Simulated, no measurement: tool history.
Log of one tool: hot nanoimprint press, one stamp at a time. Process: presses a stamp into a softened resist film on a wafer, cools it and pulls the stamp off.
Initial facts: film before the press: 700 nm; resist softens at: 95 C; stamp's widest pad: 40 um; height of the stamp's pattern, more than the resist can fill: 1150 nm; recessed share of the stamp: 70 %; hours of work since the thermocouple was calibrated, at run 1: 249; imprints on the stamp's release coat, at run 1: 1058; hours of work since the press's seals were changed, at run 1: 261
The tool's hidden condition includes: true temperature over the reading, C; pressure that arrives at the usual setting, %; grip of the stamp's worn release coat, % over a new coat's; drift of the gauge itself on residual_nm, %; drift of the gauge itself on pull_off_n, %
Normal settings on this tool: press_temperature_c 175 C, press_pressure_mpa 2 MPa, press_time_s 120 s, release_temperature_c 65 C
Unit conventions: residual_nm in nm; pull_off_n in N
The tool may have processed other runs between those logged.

run,hour,press_temperature_c,press_pressure_mpa,press_time_s,release_temperature_c,hours of work since the thermocouple was calibrated,imprints on the stamp's release coat,hours of work since the press's seals were changed,residual_nm,pull_off_n
1,0,175,2,120,65,249,1058,261,370.5,121
2,12.8,175,2,120,65,256,1110,268,374.9,122
3,20.1,175,2,120,72,260,1139,272,374.8,112
4,31.5,175,2,120,72,266,1185,278,371.7,119
# hour 43.9: plate thermocouple calibrated
5,47.6,175,2,120,72,2,1238,285,373.9,118
6,56.8,175,1.29,120,65,7,1276,290,454.3,119
7,64.6,175,1.29,120,65,11,1307,294,457.7,119
# hour 72: plate thermocouple calibrated, once more
8,79.7,175,1.29,120,65,4,1356,301,438.8,121
9,89.1,175,2,120,58,9,1395,306,362.1,127
10,101.4,176,2,120,65,16,1444,312,349.4,121
11,109,187,1.93,96,67,20,1475,316,281.6,120
12,120.4,178,2.1,96,67,26,1521,322,345.9,118
13,132.1,163,1.64,96,59,32,1569,329,563.8,127
14,140.5,164,1.46,96,59,37,1603,333,565.9,127
15,147.3,175,2.52,120,65,40,1630,337,324.9,125

Forecast run 16:
# hour 157.4: stamp cleaned and given a new release coat
16,159,177,2,120,72,43,6,340,?,?

residual_nm: 336.8 nm
pull_off_n: 104 N
Without the tool's hidden state the same run would have given residual_nm 328 nm, pull_off_n 104 N.
